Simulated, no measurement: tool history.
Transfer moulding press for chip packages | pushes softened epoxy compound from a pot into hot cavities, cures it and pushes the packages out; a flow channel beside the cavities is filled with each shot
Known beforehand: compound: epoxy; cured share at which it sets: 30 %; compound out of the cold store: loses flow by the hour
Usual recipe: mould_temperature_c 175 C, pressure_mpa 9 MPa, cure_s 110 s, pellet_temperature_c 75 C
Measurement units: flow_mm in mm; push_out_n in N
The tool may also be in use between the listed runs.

| run | hour | mould_temperature_c | pressure_mpa | cure_s | pellet_temperature_c | incoming compound's hours out of the cold store | flow_mm | push_out_n |
|---|---|---|---|---|---|---|---|---|
| 1 | 0 | 175 | 9 | 110 | 75 | 13.8 | 944 | 381 |
|  | 38.4 | cavities cleaned with cleaning compound and waxed |
| 2 | 45.5 | 175 | 9 | 110 | 81 | 24.8 | 904 | 347 |
| 3 | 77.3 | 175 | 9 | 110 | 75 | 10.2 | 956 | 387 |
|  | 81.7 | cavities cleaned with cleaning compound and waxed |
| 4 | 116 | 175 | 9 | 110 | 75 | 34.2 | 877 | 369 |
|  | 123.8 | cavities cleaned with cleaning compound and waxed |
| 5 | 147.1 | 175 | 9 | 110 | 75 | 31.3 | 888 | 356 |
|  | 168.6 | cavities cleaned with cleaning compound and waxed |
| 6 | 194.4 | 175 | 9 | 110 | 75 | 44.5 | 851 | 358 |
|  | 215.2 | cavities cleaned with cleaning compound and waxed |
| 7 | 234.5 | 175 | 9 | 110 | 75 | 25.1 | 907 | 395 |
|  | 257.4 | cavities cleaned with cleaning compound and waxed |
| 8 | 274.5 | 175 | 9 | 110 | 75 | 46.7 | 833 | 370 |
|  | 299.7 | cavities cleaned with cleaning compound and waxed |
| 9 | 301.7 | 182 | 8.65 | 127 | 79 | 27 | 861 | 287 |
|  | 309.4 | plunger's sealing rings changed |
| 10 | 330.6 | 182 | 8.65 | 127 | 79 | 38.9 | 827 | 303 |
|  | 345.9 | cavities cleaned with cleaning compound and waxed |
| 11 | 364 | 182 | 9.86 | 117 | 79 | 10.9 | 976 | 311 |
|  | 389 | cavities cleaned with cleaning compound and waxed |
| 12 | 418.2 | 175 | 9 | 105 | 83 | 31.9 | 884 | 402 |

Estimate the outcome of run 13 from the log above:
|  | 431.9 | cavities cleaned with cleaning compound and waxed |
| 13 | 442.2 | 175 | 9 | 105 | 83 | 38.7 | ? | ? |

Run 13 yielded flow_mm 858 mm, push_out_n 386 N.
Had the tool carried no hidden state, the very same run would have given flow_mm 859 mm, push_out_n 384 N.
